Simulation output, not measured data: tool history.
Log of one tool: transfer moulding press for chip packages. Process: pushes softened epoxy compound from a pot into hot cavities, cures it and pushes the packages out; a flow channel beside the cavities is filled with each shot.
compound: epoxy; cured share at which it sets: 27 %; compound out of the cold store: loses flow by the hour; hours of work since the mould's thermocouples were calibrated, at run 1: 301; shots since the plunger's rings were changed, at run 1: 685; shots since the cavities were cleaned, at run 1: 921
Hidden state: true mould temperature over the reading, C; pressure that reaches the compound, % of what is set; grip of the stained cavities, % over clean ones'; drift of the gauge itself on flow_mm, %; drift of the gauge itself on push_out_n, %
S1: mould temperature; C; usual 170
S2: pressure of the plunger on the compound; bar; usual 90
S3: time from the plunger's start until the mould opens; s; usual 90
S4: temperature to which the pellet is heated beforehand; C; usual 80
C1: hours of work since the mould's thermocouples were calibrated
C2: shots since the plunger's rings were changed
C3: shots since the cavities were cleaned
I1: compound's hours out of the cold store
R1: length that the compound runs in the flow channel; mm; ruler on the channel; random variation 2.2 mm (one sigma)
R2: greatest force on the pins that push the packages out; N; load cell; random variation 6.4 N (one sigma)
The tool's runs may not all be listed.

run	hour	S1	S2	S3	S4	C1	C2	C3	I1	R1	R2
1	0	170	90	90	80	301	685	921	46.1	508	526
# hour 6.9: cavities cleaned with cleaning compound and waxed
2	50.8	170	90	90	80	327	1170	432	10.8	571	631
# hour 109.8: cavities cleaned with cleaning compound and waxed
3	109.8	170	90	90	80	357	1735	0	9.3	569	276
4	147.9	170	90	90	80	377	2110	375	14.6	560	439
5	186.6	170	90	71	80	398	2490	755	14.7	552	768
# hour 213.3: cavities cleaned with cleaning compound and waxed
6	233.5	170	90	104	80	421	2937	199	10	559	332
# hour 254.7: plunger's sealing rings changed
# hour 265.4: cavities cleaned with cleaning compound and waxed, once more
7	281.2	170	90	90	85	444	246	156	13.3	578	330
8	325.1	170	90	90	85	467	678	588	45.3	513	450
# hour 369.2: cavities cleaned with cleaning compound and waxed
9	403.7	170	90	90	80	508	1436	340	43.9	506	409
10	460.9	170	90	90	80	538	1998	902	14.3	559	527
# hour 466.8: cavities cleaned with cleaning compound and waxed
11	518	170	90	90	80	567	2545	504	44.4	501	463
# hour 571.2: cavities cleaned with cleaning compound and waxed
# hour 580.5: plunger's sealing rings changed
12	580.9	170	90	81	80	598	4	70	17.7	570	333
13	659.5	164	90	90	80	639	777	843	9	598	727

Run 14 comes next. What will it give?
# hour 672.5: cavities cleaned with cleaning compound and waxed
14	704.1	164	90	90	80	662	1201	310	45.2	?	?

Run 14 gave R1 520 mm, R2 541 N.
Without the tool's hidden state the same run would have given R1 529 mm, R2 325 N.

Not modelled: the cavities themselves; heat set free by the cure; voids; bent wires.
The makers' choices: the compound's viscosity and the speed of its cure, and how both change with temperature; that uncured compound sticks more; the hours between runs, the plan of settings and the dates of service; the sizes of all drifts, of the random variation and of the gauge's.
